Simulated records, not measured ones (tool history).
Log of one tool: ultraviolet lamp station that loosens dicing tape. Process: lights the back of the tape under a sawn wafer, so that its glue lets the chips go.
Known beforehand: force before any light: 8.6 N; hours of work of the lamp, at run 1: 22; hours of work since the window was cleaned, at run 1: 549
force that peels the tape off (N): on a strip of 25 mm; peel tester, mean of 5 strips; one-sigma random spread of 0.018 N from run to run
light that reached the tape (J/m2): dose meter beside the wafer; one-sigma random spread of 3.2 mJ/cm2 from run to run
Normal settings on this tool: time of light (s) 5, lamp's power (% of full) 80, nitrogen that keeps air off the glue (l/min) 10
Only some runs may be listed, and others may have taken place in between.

| run | day | time of light (s) | lamp's power (% of full) | nitrogen that keeps air off the glue (l/min) | hours of work of the lamp | hours of work since the window was cleaned | force that peels the tape off (N) | light that reached the tape (J/m2) |
|---|---|---|---|---|---|---|---|---|
| 1 | 0.000 | 5 | 80 | 10 | 22 | 549 | 1.024 | 4650 |
| 2 | 0.229 | 5 | 80 | 10 | 24 | 551 | 1.029 | 4610 |
| 3 | 0.462 | 5 | 80 | 10 | 27 | 553 | 1.072 | 4630 |
| 4 | 0.654 | 5 | 80 | 10 | 29 | 555 | 1.056 | 4630 |
| 5 | 0.983 | 10 | 80 | 10 | 32 | 558 | 0.292 | 9250 |
| 6 | 1.342 | 10 | 80 | 10 | 35 | 562 | 0.292 | 9230 |
| 7 | 1.521 | 5 | 80 | 3 | 37 | 564 | 2.114 | 4630 |
| 8 | 1.779 | 5 | 80 | 3 | 40 | 566 | 2.014 | 4600 |
| 9 | 2.142 | 5 | 80 | 3 | 43 | 570 | 2.049 | 4610 |

Estimate the outcome of run 10 from the log above:
| 10 | 2.317 | 8 | 78 | 15 | 45 | 572 | ? | ? |

{"run 10": {"force that peels the tape off (N)": 0.349, "light that reached the tape (J/m2)": 7140}}
On a tool with no hidden condition, and with the same random variation, this run would have come out at force that peels the tape off (N) 0.294, light that reached the tape (J/m2) 7910.

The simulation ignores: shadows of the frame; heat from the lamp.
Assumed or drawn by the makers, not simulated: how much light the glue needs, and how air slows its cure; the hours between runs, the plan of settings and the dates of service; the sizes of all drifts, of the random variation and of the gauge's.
